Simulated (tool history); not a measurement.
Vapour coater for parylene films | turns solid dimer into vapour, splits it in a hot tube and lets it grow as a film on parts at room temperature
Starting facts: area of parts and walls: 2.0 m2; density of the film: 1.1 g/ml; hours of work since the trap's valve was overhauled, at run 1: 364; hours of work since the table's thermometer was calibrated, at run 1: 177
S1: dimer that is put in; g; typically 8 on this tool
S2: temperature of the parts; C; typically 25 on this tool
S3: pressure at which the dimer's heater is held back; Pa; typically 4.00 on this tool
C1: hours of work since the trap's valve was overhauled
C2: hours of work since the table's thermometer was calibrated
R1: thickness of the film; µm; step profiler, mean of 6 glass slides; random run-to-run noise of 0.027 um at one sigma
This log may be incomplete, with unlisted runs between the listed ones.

run	hour	S1	S2	S3	C1	C2	R1
1	0.0	8	25	4.00	364	177	2.23
2	12.5	9	25	4.00	372	185	2.41
3	30.7	9	25	4.00	385	198	2.44
4	45.7	8	25	4.00	395	208	2.20
5	62.2	8	25	4.00	406	219	2.20
6	79.9	8	25	4.00	418	231	2.20
7	96.3	8	18	4.00	429	243	2.97
8	112.1	8	25	4.00	440	253	2.16
9	131.6	8	25	4.00	453	267	2.13
10	141.8	8	25	4.00	460	274	2.18
# hour 150.1: trap's valve overhauled
11	157.1	8	25	4.00	5	281	2.35
12	166.4	8	25	4.00	11	288	2.30
13	186.6	8	25	4.00	25	301	2.30
14	198.0	8	25	4.00	33	309	2.29
15	214.9	8	25	4.00	44	321	2.35
16	234.2	11	25	4.00	57	334	3.16
17	243.1	8	25	4.00	63	340	2.21
18	252.9	8	25	4.00	70	347	2.34
19	267.4	4	25	4.00	80	356	1.15
20	279.7	4	25	4.00	88	365	1.11
21	296.9	4	22	4.00	100	376	1.36
22	315.6	8	22	4.00	113	389	2.57
23	326.2	6	22	4.02	120	396	1.98
24	343.7	11	22	2.91	132	408	3.87
25	358.0	9	30	2.91	142	418	2.17
26	374.2	6	28	2.20	153	429	1.69
27	388.7	12	24	4.93	163	439	3.37
28	402.7	6	25	9.03	172	449	1.35
29	420.6	5	26	3.89	184	461	1.36
30	435.8	8	35	2.83	195	471	1.49
31	446.3	5	35	7.48	202	478	0.76
# hour 449.1: table's thermometer calibrated
32	457.1	9	21	3.48	209	5	3.12
33	474.3	3	30	3.48	220	17	0.69
34	487.9	8	25	4.49	229	26	2.18
35	507.2	8	20	4.00	243	40	2.86
36	518.4	13	27	4.00	250	47	3.31
# hour 531.9: table's thermometer calibrated, once more
37	538.3	13	27	4.00	263	4	3.32
38	551.3	4	31	4.00	272	13	0.81
39	563.9	5	17	3.75	281	22	2.01
40	574.4	12	23	10.97	288	29	2.94
41	583.0	12	23	10.97	294	35	2.87
42	593.1	8	33	8.76	300	42	1.24
43	608.1	6	25	9.88	311	52	1.34
44	617.8	9	36	2.68	317	59	1.59

Below are 3 alternative next runs, each starting from the tool's condition after run 44. Predict each:
A	634.7	5	30	2.68	329	70	?
B	634.7	8	26	3.52	329	70	?
C	634.7	8	18	8.82	329	70	?

run	R1
A	1.22
B	2.18
C	2.58
With no hidden state in the tool, these same runs would have given:
run	R1
A	1.29
B	2.31
C	2.73
